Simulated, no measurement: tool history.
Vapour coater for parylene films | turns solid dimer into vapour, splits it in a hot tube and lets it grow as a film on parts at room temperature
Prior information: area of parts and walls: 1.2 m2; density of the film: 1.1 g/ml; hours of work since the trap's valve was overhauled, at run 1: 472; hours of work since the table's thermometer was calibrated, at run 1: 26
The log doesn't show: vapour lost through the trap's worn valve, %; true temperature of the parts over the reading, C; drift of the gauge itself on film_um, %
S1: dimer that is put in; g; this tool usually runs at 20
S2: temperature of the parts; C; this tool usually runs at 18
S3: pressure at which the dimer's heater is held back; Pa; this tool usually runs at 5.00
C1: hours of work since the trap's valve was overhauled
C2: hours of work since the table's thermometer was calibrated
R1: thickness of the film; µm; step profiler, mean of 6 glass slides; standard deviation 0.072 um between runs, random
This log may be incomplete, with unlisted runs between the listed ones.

run,hour,S1,S2,S3,C1,C2,R1
1,0.0,20,18,5.00,472,26,7.84
2,12.5,20,18,5.00,479,33,7.77
3,25.8,20,18,5.00,486,40,7.77
4,43.4,20,18,5.00,496,49,7.72
5,55.8,20,18,5.00,502,56,7.76
6,74.8,20,20,5.00,513,66,7.26
7,91.2,23,18,5.00,522,75,8.89
8,106.5,23,18,8.57,530,83,7.97
9,118.0,23,18,8.57,536,90,7.84
10,126.0,20,18,4.81,540,94,7.70
11,135.4,20,18,4.81,545,99,7.89
12,153.5,20,18,4.81,555,109,7.69
13,170.5,21,17,4.85,564,118,8.36
14,187.5,21,17,2.82,573,127,9.32
15,197.6,13,26,8.89,579,133,3.29
16,207.5,28,12,4.18,584,138,13.56
17,220.2,11,12,8.15,591,145,4.55
# hour 235.5: trap's valve overhauled
18,237.0,11,12,8.15,1,152,5.24
19,252.4,11,12,8.15,9,160,5.26
20,262.1,11,18,5.00,14,165,4.69
21,270.7,10,28,11.88,19,170,2.55
22,278.6,10,28,11.88,23,174,2.53
23,286.3,19,23,2.04,27,178,8.37

Alternative continuations, all from the tool just after run 23; predict every row:
A,300.0,20,18,11.33,35,186,?
B,300.0,19,23,5.64,35,186,?
C,300.0,19,23,3.51,35,186,?
D,300.0,12,15,5.18,35,186,?

run,R1
A,7.09
B,6.72
C,7.38
D,5.64
The same runs, with their run-to-run variation unchanged, on a tool lacking any hidden condition would have given:
run,R1
A,7.21
B,6.83
C,7.51
D,5.74

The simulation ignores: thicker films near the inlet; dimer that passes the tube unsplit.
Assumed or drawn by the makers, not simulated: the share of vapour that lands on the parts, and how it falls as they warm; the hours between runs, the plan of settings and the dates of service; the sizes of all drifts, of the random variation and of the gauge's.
